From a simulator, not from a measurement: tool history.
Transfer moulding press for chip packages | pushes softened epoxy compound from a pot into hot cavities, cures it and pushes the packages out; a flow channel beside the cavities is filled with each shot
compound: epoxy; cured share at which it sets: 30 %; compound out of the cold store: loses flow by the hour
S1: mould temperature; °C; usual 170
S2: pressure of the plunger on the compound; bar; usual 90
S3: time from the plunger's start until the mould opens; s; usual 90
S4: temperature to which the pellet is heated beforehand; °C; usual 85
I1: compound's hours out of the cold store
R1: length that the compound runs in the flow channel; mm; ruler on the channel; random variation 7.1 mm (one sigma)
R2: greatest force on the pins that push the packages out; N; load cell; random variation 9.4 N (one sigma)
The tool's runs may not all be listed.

run     day   S1     S2   S3  S4    I1   R1   R2
  1       0  170     90   90  85  21.8  840  425
  2   0.517  168     90   90  85  28.7  813  451
  3   0.942  170     90   90  76  38.1  767  431
      1.183  -- cavities cleaned with cleaning compound and waxed
  4   1.533  170     90   90  87  29.3  811  423
  5   2.083  170     90   90  87  16.3  875  437
      2.242  -- plunger's sealing rings changed
      2.712  -- cavities cleaned with cleaning compound and waxed
  6   2.942  170     90   90  85   9.6  906  442
  7   3.283  170  100.5   90  85  27.6  860  420
  8   3.738  170  100.5   90  85    23  888  432
      4.167  -- cavities cleaned with cleaning compound and waxed
  9   4.338  170   71.6   90  85  38.3  680  430
      4.908  -- mould's thermocouples calibrated
 10   4.908  170     90   90  85    18  854  431
 11   5.533  170     90   90  85  17.2  862  444
      5.667  -- cavities cleaned with cleaning compound and waxed
 12   6.271  170     90   90  77  47.6  721  435
 13    6.75  172     90   90  77  17.6  851  423
      7.079  -- cavities cleaned with cleaning compound and waxed
 14   7.517  165     90   90  85  12.1  912  527
 15   8.129  165     90   90  85    34  805  493
      8.488  -- cavities cleaned with cleaning compound and waxed
 16   8.921  165   97.9   90  85  40.2  808  511
 17   9.308  165   97.9   90  85  29.8  847  512
 18   9.712  165   97.9   90  77  20.7  902  524
      9.896  -- cavities cleaned with cleaning compound and waxed
 19  10.525  170   91.2   90  85   8.1  929  440
 20  10.954  170   91.2  111  85  37.5  776  414
     11.325  -- cavities cleaned with cleaning compound and waxed
 21  11.538  170   91.2  111  85  45.7  731  383
 22  12.171  170   91.2  111  85  36.9  787  380
 23  12.475  170     94   90  85  21.3  863  435
      12.75  -- cavities cleaned with cleaning compound and waxed
 24  12.925  170   92.2   90  85  20.7  855  429
 25  13.238  170   92.2   90  85  36.6  788  424
 26  13.838  163   74.7   90  80  43.3  695  555
     14.192  -- cavities cleaned with cleaning compound and waxed
 27  14.429  171   74.7   90  91  18.9  778  416
 28  15.142  175   88.4   81  88  21.8  821  433

Forecast each of these 4 alternatives for the next run:
  A  15.454  174    90  90  95  33.9   ?   ?
  B  15.454  168  88.4  81  88  36.3   ?   ?
  C  15.454  171  83.9  81  82    22   ?   ?
  D  15.454  167    90  90  89  41.6   ?   ?

run   R1   R2
  A  778  418
  B  765  512
  C  813  457
  D  758  458
Without the tool's hidden state the same runs would have given:
run   R1   R2
  A  780  413
  B  766  507
  C  815  452
  D  759  453

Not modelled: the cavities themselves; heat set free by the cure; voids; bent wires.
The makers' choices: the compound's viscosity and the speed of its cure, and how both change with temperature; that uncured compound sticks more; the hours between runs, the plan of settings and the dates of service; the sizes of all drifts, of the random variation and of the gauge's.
